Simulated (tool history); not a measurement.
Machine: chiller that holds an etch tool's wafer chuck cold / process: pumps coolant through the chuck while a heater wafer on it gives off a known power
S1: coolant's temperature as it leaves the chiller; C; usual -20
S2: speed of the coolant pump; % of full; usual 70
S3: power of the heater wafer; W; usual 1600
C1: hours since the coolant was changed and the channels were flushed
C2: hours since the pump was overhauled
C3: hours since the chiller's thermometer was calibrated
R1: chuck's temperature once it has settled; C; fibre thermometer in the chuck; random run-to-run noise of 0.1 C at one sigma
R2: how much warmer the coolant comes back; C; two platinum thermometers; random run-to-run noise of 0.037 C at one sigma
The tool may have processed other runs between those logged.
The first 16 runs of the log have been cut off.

run    hour   S1  S2    S3    C1    C2    C3     R1     R2
 17  1873.5  -27  70  1600  4482  7956  1874  -12.4   7.19
 18    2002  -22  99  2264  4611  8085  2002   -5.9   7.17
 19  2160.6  -22  76  1443  4769  8243  2161   -9.6      6
 20  2311.6  -22  76  1443  4920  8394  2312   -9.6   5.92
 21  2388.7  -16  82   841  4997  8471  2389   -9.2   3.17
 22  2459.2  -15  65   841  5068  8542  2459   -6.7   4.01
 23  2597.7  -23  79  1600  5206  8680  2598   -9.5   6.31
 24  2716.1  -29  70  1600  5325  8799  2716  -14.4   7.18
 25  2879.5  -25  61   887  5488  8962  2880  -16.2   4.53
 26    3006  -25  61   887  5615  9089  3006  -16.1   4.51
     3126.3  -- coolant pump overhauled
 27  3132.3  -25  61   887  5736     6  3127  -15.9   4.49
 28    3260  -18  80   887  5864   134  3255  -10.7   3.34
 29  3384.5  -18  80   887  5988   258  3379  -10.7   3.32
 30  3538.7  -28  65  1600  6142   412  3534  -12.8   7.72
 31  3643.7  -27  65  1721  6247   517  3639  -10.6   8.26
 32  3715.1  -15  63  2341  6319   589  3710      8  11.68

What if the next run were any one of these 3? Each begins from the tool's condition after run 32:
     3748.4  -- coolant changed, channels flushed
  A  3801.4  -20  63  1745  53  669  3790   ?   ?
     3748.4  -- coolant changed, channels flushed
  B  3801.4  -27  61   902  53  669  3790   ?   ?
     3748.4  -- coolant changed, channels flushed
  C  3801.4  -29  63  2341  53  669  3790   ?   ?

run   R1     R2
  A   -3   8.56
  B  -18   4.46
  C   -6  11.67
Without the tool's unlogged condition, the same runs would have read:
run   R1     R2
  A   -3   8.76
  B  -18   4.65
  C   -6  11.86
